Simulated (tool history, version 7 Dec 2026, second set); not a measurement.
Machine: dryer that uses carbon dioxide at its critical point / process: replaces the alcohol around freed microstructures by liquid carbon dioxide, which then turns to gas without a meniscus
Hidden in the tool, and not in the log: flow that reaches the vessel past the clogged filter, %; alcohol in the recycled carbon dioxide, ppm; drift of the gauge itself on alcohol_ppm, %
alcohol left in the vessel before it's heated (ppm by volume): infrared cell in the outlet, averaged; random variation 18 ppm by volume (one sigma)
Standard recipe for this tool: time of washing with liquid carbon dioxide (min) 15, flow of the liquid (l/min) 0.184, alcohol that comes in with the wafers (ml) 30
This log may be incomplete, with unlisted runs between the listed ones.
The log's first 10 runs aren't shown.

run,hour,time of washing with liquid carbon dioxide (min),flow of the liquid (l/min),alcohol that comes in with the wafers (ml),hours of work since the filter was changed,hours of work since the purifier's bed was changed,alcohol left in the vessel before it's heated (ppm by volume)
11,124.1,15,0.184,57,107,133,2382
12,140.7,15,0.184,44,120,146,1816
13,153.7,15,0.184,44,130,156,1812
14,161.7,16,0.184,30,136,162,1012
15,175.2,16,0.184,30,146,173,1037
16,191.4,16,0.161,30,159,185,1648
17,206.5,16,0.161,30,171,197,1685
18,217.8,18,0.184,30,179,206,630
19,230.3,11,0.281,49,189,215,1443
20,243.9,22,0.281,49,200,226,53
21,253.6,22,0.209,30,207,233,131
22,264.7,15,0.270,103,216,242,829
23,276.0,10,0.270,79,225,251,4094
24,289.2,10,0.164,24,235,261,5025
25,297.4,10,0.164,24,241,267,5208
26,312.9,10,0.164,24,253,279,5066
27,325.3,19,0.134,52,263,289,3174
28,333.5,9,0.156,30,269,295,8695
29,345.9,14,0.302,28,279,305,230
30,362.5,14,0.302,28,292,318,227
31,373.4,12,0.176,88,300,326,10126
32,386.8,12,0.176,88,310,337,9940
33,396.8,11,0.184,82,318,344,10533
34,408.3,11,0.184,82,327,353,10893
# hour 414.0: inlet filter changed
35,423.8,11,0.254,42,8,365,1642

5 options for the next run, each taken on its own from the tool as it stands now. Forecast them:
A,438.2,11,0.233,41,19,376,?
B,438.2,11,0.254,27,19,376,?
C,438.2,18,0.160,30,19,376,?
D,438.2,16,0.131,62,19,376,?
E,438.2,19,0.184,74,19,376,?

run,alcohol left in the vessel before it's heated (ppm by volume)
A,2218
B,1073
C,1033
D,6212
E,1039
With the hidden condition removed and each run's random variation left untouched, the same runs would have given:
run,alcohol left in the vessel before it's heated (ppm by volume)
A,2143
B,1010
C,970
D,6105
E,974
